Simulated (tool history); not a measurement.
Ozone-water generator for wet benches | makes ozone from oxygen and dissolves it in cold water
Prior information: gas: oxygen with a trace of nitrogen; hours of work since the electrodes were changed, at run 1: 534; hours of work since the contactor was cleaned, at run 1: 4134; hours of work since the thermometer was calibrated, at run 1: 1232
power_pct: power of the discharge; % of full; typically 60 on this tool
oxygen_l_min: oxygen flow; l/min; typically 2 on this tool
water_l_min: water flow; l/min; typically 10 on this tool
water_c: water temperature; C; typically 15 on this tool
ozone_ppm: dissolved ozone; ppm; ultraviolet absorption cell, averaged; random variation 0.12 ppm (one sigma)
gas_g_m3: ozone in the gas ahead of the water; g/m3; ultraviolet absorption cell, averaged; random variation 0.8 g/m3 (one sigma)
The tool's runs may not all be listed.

run    hour  power_pct  oxygen_l_min  water_l_min  water_c  hours of work since the electrodes were changed  hours of work since the contactor was cleaned  hours of work since the thermometer was calibrated  ozone_ppm  gas_g_m3
  1       0         60             2           10       15                                              534                                           4134                                                1232       10.3     124.8
  2   102.6         60             2           10       15                                              610                                           4210                                                1308       10.5     123.3
  3   184.6         60             2           15       15                                              671                                           4270                                                1368        6.9     121.8
  4   276.9         60             2           10       21                                              739                                           4339                                                1437        9.5     123.3
  5   390.6         60             2           10       21                                              824                                           4423                                                1521        9.5     123.1
  6   507.1         60             2           10       21                                              910                                           4509                                                1607        9.5     122.9
  7   679.2         60             2           10       21                                             1037                                           4637                                                1735        9.5     121.3
  8   797.7         60             2           10       21                                             1125                                           4725                                                1823        9.3     122.4
  9     901         60             2           10        9                                             1202                                           4801                                                1899       10.9     122.5
 10     993         60             2           10       15                                             1270                                           4869                                                1967       10.1     122.3
 11  1084.5         60          1.72           10       15                                             1338                                           4937                                                2035        9.7     129.5
 12  1205.6         60          1.72           10       15                                             1427                                           5027                                                2125        9.7     128.1
 13  1361.9         60          1.72           10       15                                             1543                                           5142                                                2241        9.7     128.6
 14  1451.1         60          1.72           10       15                                             1609                                           5208                                                2307        9.7     128.9
     1468.1  -- contactor cleaned
 15  1565.1         60          1.72           10       15                                             1691                                             72                                                2388        9.7     129.7
 16  1705.6         60             2           10       15                                             1795                                            176                                                2492        9.8       122
 17  1854.3         60             2           10       15                                             1905                                            286                                                2602         10       121
 18    1952         43          2.55           11       13                                             1977                                            358                                                2675        7.3      82.1
 19  2025.3         58             2           10       15                                             2031                                            413                                                2729        9.6     118.4
 20  2128.3         70          1.25           10       15                                             2108                                            489                                                2805        9.8       165
     2198.1  -- contactor cleaned, once more
 21  2278.1         51          1.13            9        7                                             2216                                             59                                                2913        9.1     132.5
     2319.8  -- water thermometer calibrated
 22  2424.8         74          1.56           15       21                                             2324                                            168                                                  78        7.6       159
 23  2546.7         74          2.67           15       21                                             2414                                            258                                                 168        8.5     126.5
 24  2620.7         74          2.67           15       21                                             2469                                            313                                                 223        8.5       127
 25  2705.2         76           2.1           15       14                                             2532                                            375                                                 286        8.9     142.6
 26  2781.6         60          1.16           10       13                                             2588                                            432                                                 342          9     149.8
 27  2905.9         53          1.81           10       20                                             2680                                            524                                                 434        8.6       112
 28  2976.7         53          1.81           10       20                                             2733                                            576                                                 487        8.6     111.9
 29    3123         61          1.81           15       16                                             2841                                            685                                                 595        6.8     125.8
 30  3243.6         60             2           16        8                                             2931                                            774                                                 684        6.7     117.4
 31  3356.6         63          2.09           14       10                                             3014                                            858                                                 768        8.2     120.1
 32  3516.5         63          2.09            9       10                                             3133                                            976                                                 886       12.6       120
 33  3605.2         56          2.97            9       18                                             3198                                           1042                                                 952       10.3      93.9
 34  3703.7         56          2.97            9       18                                             3271                                           1115                                                1025       10.7      94.9

Predict each of these 3 candidate next runs independently; none follows another, all start after run 34:
  A  3791.6         70          1.49            9       10                                             3336                                           1180                                                1090          ?         ?
  B  3791.6         78             2           10       12                                             3336                                           1180                                                1090          ?         ?
  C  3791.6         69           3.6           11       18                                             3336                                           1180                                                1090          ?         ?

run  ozone_ppm  gas_g_m3
  A       12.2     150.8
  B       12.8       146
  C       11.1     102.7
Without the tool's hidden state the same runs would have given:
run  ozone_ppm  gas_g_m3
  A       13.3     162.3
  B       14.1     158.3
  C       12.1     110.5
